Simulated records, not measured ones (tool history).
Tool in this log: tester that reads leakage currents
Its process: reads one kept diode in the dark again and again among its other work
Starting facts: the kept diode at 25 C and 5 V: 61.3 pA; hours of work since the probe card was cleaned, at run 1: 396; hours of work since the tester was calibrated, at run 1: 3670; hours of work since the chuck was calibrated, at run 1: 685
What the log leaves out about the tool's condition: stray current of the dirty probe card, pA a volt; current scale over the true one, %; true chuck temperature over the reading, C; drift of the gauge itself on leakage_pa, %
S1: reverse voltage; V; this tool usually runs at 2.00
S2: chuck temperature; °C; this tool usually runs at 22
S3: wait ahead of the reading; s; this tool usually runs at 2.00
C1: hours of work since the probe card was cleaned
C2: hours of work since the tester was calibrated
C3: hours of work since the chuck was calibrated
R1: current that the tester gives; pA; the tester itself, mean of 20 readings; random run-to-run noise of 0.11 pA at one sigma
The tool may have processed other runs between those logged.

| run | day | S1 | S2 | S3 | C1 | C2 | C3 | R1 |
|---|---|---|---|---|---|---|---|---|
| 1 | 0.000 | 2.00 | 22 | 2.00 | 396 | 3670 | 685 | 33.64 |
| 2 | 2.967 | 2.00 | 22 | 2.00 | 441 | 3715 | 731 | 33.78 |
| 3 | 7.912 | 2.00 | 22 | 2.00 | 517 | 3791 | 806 | 33.55 |
| 4 | 11.567 | 11.98 | 22 | 2.00 | 572 | 3846 | 862 | 66.17 |
| 5 | 18.358 | 11.98 | 22 | 2.00 | 676 | 3950 | 965 | 66.01 |
| 6 | 24.592 | 11.98 | 22 | 2.00 | 771 | 4045 | 1060 | 65.80 |
| 7 | 31.104 | 2.00 | 22 | 2.00 | 870 | 4144 | 1160 | 33.64 |
|  | 34.383 | chuck's temperature calibrated |
| 8 | 37.962 | 2.00 | 22 | 2.00 | 973 | 4247 | 55 | 33.48 |
| 9 | 42.446 | 2.00 | 22 | 0.85 | 1042 | 4316 | 123 | 33.91 |
| 10 | 45.583 | 2.00 | 23 | 2.00 | 1090 | 4363 | 171 | 36.98 |
| 11 | 49.446 | 2.00 | 22 | 2.00 | 1148 | 4422 | 230 | 33.65 |
| 12 | 53.838 | 2.00 | 22 | 2.00 | 1215 | 4489 | 297 | 33.72 |
| 13 | 58.221 | 2.00 | 22 | 2.00 | 1282 | 4556 | 363 | 33.76 |
| 14 | 64.788 | 2.00 | 22 | 2.00 | 1382 | 4656 | 463 | 33.59 |
| 15 | 72.029 | 2.00 | 22 | 2.00 | 1493 | 4767 | 574 | 33.59 |
| 16 | 77.892 | 2.00 | 22 | 2.00 | 1582 | 4856 | 663 | 33.93 |
| 17 | 84.058 | 2.00 | 22 | 2.00 | 1676 | 4950 | 757 | 33.73 |
| 18 | 90.358 | 2.00 | 22 | 2.00 | 1772 | 5046 | 853 | 33.48 |
| 19 | 97.496 | 2.00 | 20 | 4.61 | 1881 | 5155 | 962 | 27.94 |
| 20 | 101.046 | 4.08 | 24 | 5.79 | 1935 | 5209 | 1016 | 52.33 |
| 21 | 107.962 | 16.17 | 25 | 0.56 | 2040 | 5314 | 1122 | 103.43 |
|  | 113.962 | chuck's temperature calibrated |
| 22 | 114.288 | 8.48 | 48 | 2.30 | 2136 | 5409 | 5 | 517.27 |

Branching from run 22: 3 alternative next runs. What would each branch give?
| A | 120.479 | 1.17 | 22 | 0.66 | 2230 | 5504 | 99 | ? |
| B | 120.479 | 5.80 | 21 | 2.00 | 2230 | 5504 | 99 | ? |
| C | 120.479 | 12.94 | 32 | 2.30 | 2230 | 5504 | 99 | ? |

| run | R1 |
|---|---|
| A | 28.00 |
| B | 45.37 |
| C | 163.63 |
With no hidden state in the tool, these same runs would have given:
| run | R1 |
|---|---|
| A | 28.00 |
| B | 45.35 |
| C | 163.59 |
